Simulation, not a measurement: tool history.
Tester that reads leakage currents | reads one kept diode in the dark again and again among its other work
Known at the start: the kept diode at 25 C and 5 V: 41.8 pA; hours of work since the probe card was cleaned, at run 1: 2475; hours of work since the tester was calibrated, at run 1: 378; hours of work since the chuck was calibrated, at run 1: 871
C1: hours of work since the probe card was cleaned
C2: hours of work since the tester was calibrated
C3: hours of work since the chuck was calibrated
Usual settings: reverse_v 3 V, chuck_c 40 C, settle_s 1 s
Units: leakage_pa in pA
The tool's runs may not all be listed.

{"run": 1, "hour": 0.0, "reverse_v": 3, "chuck_c": 40, "settle_s": 1, "C1": 2475, "C2": 378, "C3": 871, "leakage_pa": 117.76}
{"run": 2, "hour": 45.9, "reverse_v": 3, "chuck_c": 40, "settle_s": 1, "C1": 2503, "C2": 406, "C3": 900, "leakage_pa": 117.33}
{"run": 3, "hour": 86.4, "reverse_v": 5.4, "chuck_c": 40, "settle_s": 1, "C1": 2528, "C2": 431, "C3": 925, "leakage_pa": 158.24}
{"run": 4, "hour": 128.5, "reverse_v": 5.4, "chuck_c": 40, "settle_s": 1, "C1": 2554, "C2": 457, "C3": 951, "leakage_pa": 159.42}
{"run": 5, "hour": 162.2, "reverse_v": 5.4, "chuck_c": 40, "settle_s": 1, "C1": 2575, "C2": 478, "C3": 972, "leakage_pa": 158.51}
{"hour": 202.0, "done": "probe card cleaned and baked"}
{"run": 6, "hour": 205.4, "reverse_v": 5.4, "chuck_c": 40, "settle_s": 1, "C1": 2, "C2": 503, "C3": 996, "leakage_pa": 152.7}
{"run": 7, "hour": 235.7, "reverse_v": 5.4, "chuck_c": 40, "settle_s": 1, "C1": 21, "C2": 522, "C3": 1015, "leakage_pa": 153.27}
{"run": 8, "hour": 268.8, "reverse_v": 9.2, "chuck_c": 40, "settle_s": 1, "C1": 41, "C2": 542, "C3": 1036, "leakage_pa": 198.85}
{"run": 9, "hour": 303.8, "reverse_v": 9.2, "chuck_c": 24, "settle_s": 3.3, "C1": 63, "C2": 564, "C3": 1057, "leakage_pa": 54.25}
{"run": 10, "hour": 336.8, "reverse_v": 3.84, "chuck_c": 55, "settle_s": 0.42, "C1": 83, "C2": 584, "C3": 1077, "leakage_pa": 390.65}
{"run": 11, "hour": 358.2, "reverse_v": 8.89, "chuck_c": 49, "settle_s": 1.01, "C1": 96, "C2": 597, "C3": 1091, "leakage_pa": 381.16}
{"run": 12, "hour": 395.2, "reverse_v": 8.89, "chuck_c": 49, "settle_s": 1.01, "C1": 119, "C2": 620, "C3": 1114, "leakage_pa": 380.21}

3 ways to go on from here, each from the tool as it stands after run 12. What would each give?
{"run": "A", "hour": 421.1, "reverse_v": 11.87, "chuck_c": 49, "settle_s": 1.05, "C1": 135, "C2": 636, "C3": 1129, "leakage_pa": "?"}
{"run": "B", "hour": 421.1, "reverse_v": 8.89, "chuck_c": 22, "settle_s": 1.01, "C1": 135, "C2": 636, "C3": 1129, "leakage_pa": "?"}
{"run": "C", "hour": 421.1, "reverse_v": 3, "chuck_c": 40, "settle_s": 2.26, "C1": 135, "C2": 636, "C3": 1129, "leakage_pa": "?"}

run=A leakage_pa=441.11
run=B leakage_pa=47.01
run=C leakage_pa=114.87
Without the tool's hidden state the same runs would have given:
run=A leakage_pa=425.15
run=B leakage_pa=44.65
run=C leakage_pa=110.48
